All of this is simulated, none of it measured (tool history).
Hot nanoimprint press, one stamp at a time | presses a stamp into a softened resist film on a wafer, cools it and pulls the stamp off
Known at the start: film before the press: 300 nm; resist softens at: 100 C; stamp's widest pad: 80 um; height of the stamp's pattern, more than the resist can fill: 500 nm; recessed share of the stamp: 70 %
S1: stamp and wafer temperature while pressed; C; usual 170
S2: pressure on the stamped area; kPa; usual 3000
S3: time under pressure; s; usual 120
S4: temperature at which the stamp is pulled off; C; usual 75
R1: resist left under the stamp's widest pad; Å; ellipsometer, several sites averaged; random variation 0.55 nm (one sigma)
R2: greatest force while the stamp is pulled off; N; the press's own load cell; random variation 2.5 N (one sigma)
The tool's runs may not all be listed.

run   hour   S1    S2   S3  S4    R1   R2
  1    0.0  170  3000  120  75  1425  181
  2   59.7  170  3000  120  75  1432  182
  3   86.8  170  3000  120  75  1429  183
  4  134.5  170  3000  120  75  1434  189
  5  170.7  170  3000  120  75  1436  194
     204.1  -- press's hydraulic seals changed and the load cell set to zero
  6  228.1  170  3000  120  75  1371  194
  7  278.8  170  3000  120  75  1398  198
     308.5  -- stamp cleaned and given a new release coat
  8  349.7  170  3000  120  75  1401  154
     374.7  -- plate thermocouple calibrated
  9  379.5  170  2420  120  75  1527  157
 10  425.9  176  4060  120  62   979  193
 11  480.1  170  4060  197  62   977  192
 12  523.0  170  4300   80  64  1338  191
 13  552.5  180  4010  131  77   860  156
 14  611.8  170  3000  158  73  1274  173
 15  670.7  170  4010   82  75  1388  170
 16  727.2  170  4360   82  77  1334  170

Hidden state or all else? Some run-to-run changes of R1, split into what the settings, what came in and random variation would give without the hidden state, and what is left for the hidden state (with any gauge scatter that isn't in both results):
The hidden state here: true temperature over the reading, C; pressure that arrives at the usual setting, %; grip of the stamp's worn release coat, % over a new coat's; drift of the gauge itself on residual_nm, %; drift of the gauge itself on pull_off_n, %.
Run 5 -> 6: press's hydraulic seals changed and the load cell set to zero. R1 -65 Å: hidden state -62, all else -3.
Run 9 -> 10: S1 170 -> 176, S2 2420 -> 4060, S4 75 -> 62. R1 -548 Å: hidden state +5, all else -553.
